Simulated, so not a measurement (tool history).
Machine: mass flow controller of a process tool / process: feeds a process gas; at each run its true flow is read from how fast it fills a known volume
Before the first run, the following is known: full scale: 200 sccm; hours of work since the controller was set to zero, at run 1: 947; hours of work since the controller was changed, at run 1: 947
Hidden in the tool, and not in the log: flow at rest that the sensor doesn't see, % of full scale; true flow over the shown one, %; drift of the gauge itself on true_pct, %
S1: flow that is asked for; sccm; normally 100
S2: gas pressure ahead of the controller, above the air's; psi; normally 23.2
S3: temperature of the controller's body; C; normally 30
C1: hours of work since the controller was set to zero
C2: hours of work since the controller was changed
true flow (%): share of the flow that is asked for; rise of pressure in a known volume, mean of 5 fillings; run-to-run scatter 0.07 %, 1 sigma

Run 1, hour 0.0: usual settings; C1 947; C2 947. Result: true flow (%) 100.16.
Run 2, hour 226.7: usual settings; C1 1127; C2 1127. Result: true flow (%) 100.47.
Run 3, hour 679.0: usual settings; C1 1486; C2 1486. Result: true flow (%) 100.71.
Run 4, hour 924.1: usual settings but S1 195 sccm; C1 1680; C2 1680. Result: true flow (%) 101.08.
Run 5, hour 1313.0: usual settings but S1 195 sccm; C1 1989; C2 1989. Result: true flow (%) 101.29.
Run 6, hour 1575.2: usual settings but S3 20 C; C1 2197; C2 2197. Result: true flow (%) 102.25.
Run 7, hour 2071.3: usual settings but S2 33.4 psi; C1 2590; C2 2590. Result: true flow (%) 101.56.
Run 8, hour 2575.1: usual settings but S2 33.4 psi; C1 2990; C2 2990. Result: true flow (%) 102.03.
Run 9, hour 2793.2: usual settings but S1 40 sccm, S2 33.4 psi; C1 3162; C2 3162. Result: true flow (%) 103.24.
Run 10, hour 3058.4: usual settings but S1 40 sccm, S2 33.4 psi; C1 3373; C2 3373. Result: true flow (%) 103.68.
Run 11, hour 3322.2: usual settings but S1 40 sccm, S2 33.4 psi; C1 3582; C2 3582. Result: true flow (%) 103.87.
Run 12, hour 3535.9: usual settings but S1 97 sccm; C1 3751; C2 3751. Result: true flow (%) 102.81.
Run 13, hour 3931.5: usual settings but S1 144 sccm, S2 33.2 psi, S3 21 C; C1 4065; C2 4065. Result: true flow (%) 103.63.
Run 14, hour 4179.1: usual settings but S2 29.2 psi; C1 4262; C2 4262. Result: true flow (%) 103.27.

Expected results for the next run?
Run 15, hour 4665.6: usual settings but S2 29.2 psi; C1 4647; C2 4647. Result: true flow (%) ?.

{"run 15": {"true flow (%)": 103.63}}
With the hidden condition absent and the run-to-run variation left alone, this run would have shown true flow (%) 99.15.
